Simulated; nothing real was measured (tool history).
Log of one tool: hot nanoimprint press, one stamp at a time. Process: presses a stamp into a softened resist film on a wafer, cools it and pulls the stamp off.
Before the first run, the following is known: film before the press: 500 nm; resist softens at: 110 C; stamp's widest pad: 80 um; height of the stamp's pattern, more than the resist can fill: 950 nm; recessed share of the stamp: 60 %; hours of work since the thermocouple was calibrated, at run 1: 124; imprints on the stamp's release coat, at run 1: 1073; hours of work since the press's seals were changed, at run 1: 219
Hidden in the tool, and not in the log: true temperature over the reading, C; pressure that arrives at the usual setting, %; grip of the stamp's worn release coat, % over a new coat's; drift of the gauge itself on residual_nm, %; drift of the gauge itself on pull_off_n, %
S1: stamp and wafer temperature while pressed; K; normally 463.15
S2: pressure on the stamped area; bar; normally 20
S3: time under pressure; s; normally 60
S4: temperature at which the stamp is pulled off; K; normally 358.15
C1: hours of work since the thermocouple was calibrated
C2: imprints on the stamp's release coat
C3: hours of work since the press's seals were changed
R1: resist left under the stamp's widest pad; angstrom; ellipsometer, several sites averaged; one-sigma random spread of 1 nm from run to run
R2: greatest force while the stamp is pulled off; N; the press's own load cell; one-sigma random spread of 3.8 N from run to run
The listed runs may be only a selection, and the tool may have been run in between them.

run   hour      S1    S2   S3      S4   C1    C2   C3    R1   R2
  1      0  463.15    20   60  358.15  124  1073  219  1843  188
  2     11  463.15    20   60  358.15  131  1123  226  1844  181
  3   21.1  463.15  31.7   60  358.15  137  1169  232  1498  184
  4   30.5  463.15  31.7   60  358.15  143  1212  238  1501  191
  5   50.2  463.15  31.7   60  358.15  156  1302  250  1499  188
  6   69.7  463.15  31.7   45  358.15  168  1390  262  1679  185
      92.1  -- stamp cleaned and given a new release coat
  7   96.2  463.15    20   60  358.15  181    18  275  1865  188
  8  116.9  463.15    20   60  358.15  194   113  288  1841  186
  9  126.1  463.15    20   60  358.15  199   155  294  1858  182
 10  137.9  463.15    20   60  358.15  207   209  301  1830  183
 11  152.3  463.15    20   60  358.15  216   274  310  1868  181
 12  170.6  463.15    20   60  358.15  227   358  322  1848  190
 13  187.4  463.15  29.3   60  358.15  238   434  332  1571  182
 14  205.8  463.15  29.3   60  358.15  249   519  344  1552  184
 15  223.2  474.15    20   60  358.15  260   598  355  1083  184
 16  240.5  474.15  17.9   74  358.15  271   677  366  1043  181
 17  253.9  474.15  17.9   74  358.15  279   738  374  1037  184
 18  263.5  452.15    20   45  358.15  286   782  380  3446  193
 19  271.9  470.15    20   48  351.15  291   820  385  1447  195
 20  280.9  463.15    30   79  351.15  296   861  391  1375  200
 21  301.5  462.15    30   79  351.15  309   955  404  1446  197
 22    312  454.15  13.8   58  352.15  316  1003  410  3289  191
 23  329.4  454.15  16.3   58  349.15  327  1083  421  3163  211
 24  341.6  454.15  13.1   58  355.15  334  1138  429  3384  192
 25  350.9  463.15    17   50  358.15  340  1181  435  2194  193
 26    367  469.15  19.4  102  347.15  350  1254  445  1108  212
 27  384.7  463.15    20   33  358.15  361  1335  456  2392  191
 28  404.8  463.15    20   63  358.15  374  1427  469  1852  187

Estimate the outcome of run 29 from the log above:
     419.5  -- stamp cleaned and given a new release coat
 29  422.3  463.15  20  63  358.15  381  13  476   ?   ?

{"run 29": {"R1": 1847, "R2": 186}}
With no hidden state in the tool, this same run would have given R1 1805 angstrom, R2 186 N.
